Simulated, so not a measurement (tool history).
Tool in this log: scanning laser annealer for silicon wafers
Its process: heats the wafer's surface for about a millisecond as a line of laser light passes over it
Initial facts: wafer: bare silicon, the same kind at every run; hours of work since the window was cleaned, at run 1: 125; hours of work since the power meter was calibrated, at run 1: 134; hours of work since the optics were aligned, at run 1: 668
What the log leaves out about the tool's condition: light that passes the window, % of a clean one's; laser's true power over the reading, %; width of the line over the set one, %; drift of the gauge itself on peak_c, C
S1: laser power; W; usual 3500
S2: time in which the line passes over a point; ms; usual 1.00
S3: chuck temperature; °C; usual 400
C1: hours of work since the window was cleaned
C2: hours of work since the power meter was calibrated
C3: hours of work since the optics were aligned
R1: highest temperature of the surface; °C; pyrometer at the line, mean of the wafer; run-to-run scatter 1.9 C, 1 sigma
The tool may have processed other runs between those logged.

run 1 hour=0.0 | S1=3500 S2=1.00 S3=400 | C1=125 C2=134 C3=668 | R1=1187
run 2 hour=12.6 | S1=3500 S2=1.00 S3=400 | C1=130 C2=139 C3=674 | R1=1189
run 3 hour=20.9 | S1=3500 S2=1.00 S3=400 | C1=134 C2=142 C3=677 | R1=1190
run 4 hour=28.0 | S1=3500 S2=1.00 S3=402 | C1=137 C2=145 C3=680 | R1=1196
run 5 hour=34.8 | S1=3415 S2=1.00 S3=400 | C1=139 C2=148 C3=683 | R1=1175
run 6 hour=42.1 | S1=3500 S2=1.00 S3=400 | C1=142 C2=151 C3=686 | R1=1191
run 7 hour=56.4 | S1=3500 S2=0.81 S3=400 | C1=148 C2=157 C3=691 | R1=1110
run 8 hour=64.8 | S1=3500 S2=0.81 S3=400 | C1=151 C2=160 C3=695 | R1=1113
run 9 hour=73.8 | S1=3500 S2=0.81 S3=400 | C1=155 C2=164 C3=698 | R1=1112
run 10 hour=83.4 | S1=3500 S2=0.99 S3=400 | C1=159 C2=168 C3=702 | R1=1184
run 11 hour=91.2 | S1=3500 S2=0.99 S3=400 | C1=162 C2=171 C3=705 | R1=1185
-- hour=97.6 optics aligned, line set to its width
run 12 hour=106.8 | S1=3500 S2=0.99 S3=400 | C1=166 C2=175 C3=4 | R1=1182
run 13 hour=119.0 | S1=3500 S2=0.99 S3=400 | C1=171 C2=180 C3=9 | R1=1180
run 14 hour=132.9 | S1=3500 S2=1.00 S3=400 | C1=177 C2=186 C3=14 | R1=1186
-- hour=142.7 optics aligned, line set to its width, once more
run 15 hour=149.6 | S1=3500 S2=1.00 S3=400 | C1=182 C2=190 C3=3 | R1=1189
run 16 hour=161.6 | S1=3500 S2=1.00 S3=400 | C1=187 C2=195 C3=8 | R1=1193
run 17 hour=167.8 | S1=3500 S2=1.00 S3=400 | C1=189 C2=198 C3=10 | R1=1193
run 18 hour=181.2 | S1=3500 S2=1.00 S3=400 | C1=195 C2=203 C3=16 | R1=1194
run 19 hour=192.5 | S1=3500 S2=1.00 S3=400 | C1=199 C2=208 C3=20 | R1=1191
run 20 hour=205.6 | S1=3500 S2=1.00 S3=400 | C1=204 C2=213 C3=25 | R1=1193
run 21 hour=211.7 | S1=2985 S2=0.73 S3=425 | C1=207 C2=216 C3=28 | R1=1007
run 22 hour=218.3 | S1=3026 S2=1.00 S3=379 | C1=210 C2=218 C3=31 | R1=1070
run 23 hour=227.5 | S1=3026 S2=1.00 S3=379 | C1=213 C2=222 C3=34 | R1=1068
run 24 hour=238.8 | S1=3141 S2=0.84 S3=400 | C1=218 C2=227 C3=39 | R1=1057
run 25 hour=251.9 | S1=3072 S2=1.03 S3=418 | C1=223 C2=232 C3=44 | R1=1128
run 26 hour=260.8 | S1=3500 S2=0.88 S3=377 | C1=227 C2=236 C3=48 | R1=1119
run 27 hour=270.2 | S1=3500 S2=0.88 S3=377 | C1=231 C2=239 C3=52 | R1=1120
run 28 hour=283.4 | S1=3500 S2=0.96 S3=411 | C1=236 C2=245 C3=57 | R1=1186
run 29 hour=290.9 | S1=3695 S2=0.70 S3=411 | C1=239 C2=248 C3=60 | R1=1106
run 30 hour=300.0 | S1=3248 S2=1.17 S3=411 | C1=243 C2=251 C3=64 | R1=1206
run 31 hour=312.9 | S1=3011 S2=0.75 S3=411 | C1=248 C2=257 C3=69 | R1=1007
run 32 hour=322.2 | S1=3500 S2=1.00 S3=396 | C1=252 C2=260 C3=73 | R1=1183
run 33 hour=335.2 | S1=3693 S2=0.82 S3=368 | C1=257 C2=266 C3=78 | R1=1119
run 34 hour=346.7 | S1=3151 S2=1.12 S3=368 | C1=262 C2=270 C3=83 | R1=1123
run 35 hour=360.4 | S1=3151 S2=1.12 S3=368 | C1=267 C2=276 C3=88 | R1=1125
run 36 hour=370.1 | S1=3500 S2=0.85 S3=380 | C1=271 C2=280 C3=92 | R1=1108
run 37 hour=380.3 | S1=3500 S2=0.90 S3=400 | C1=275 C2=284 C3=96 | R1=1147
run 38 hour=393.4 | S1=3834 S2=1.11 S3=436 | C1=280 C2=289 C3=102 | R1=1340
run 39 hour=406.5 | S1=3542 S2=1.00 S3=400 | C1=286 C2=295 C3=107 | R1=1196
run 40 hour=420.6 | S1=3343 S2=0.76 S3=374 | C1=291 C2=300 C3=113 | R1=1030

Alternative continuations, all from the tool just after run 40; predict every row:
run A hour=434.0 | S1=3027 S2=0.76 S3=364 | C1=297 C2=306 C3=118 | R1=?
run B hour=434.0 | S1=3463 S2=1.24 S3=398 | C1=297 C2=306 C3=118 | R1=?
run C hour=434.0 | S1=3766 S2=0.75 S3=394 | C1=297 C2=306 C3=118 | R1=?

run=A R1=961
run=B R1=1267
run=C R1=1121
Without the tool's hidden state the same runs would have given:
run=A R1=971
run=B R1=1282
run=C R1=1133
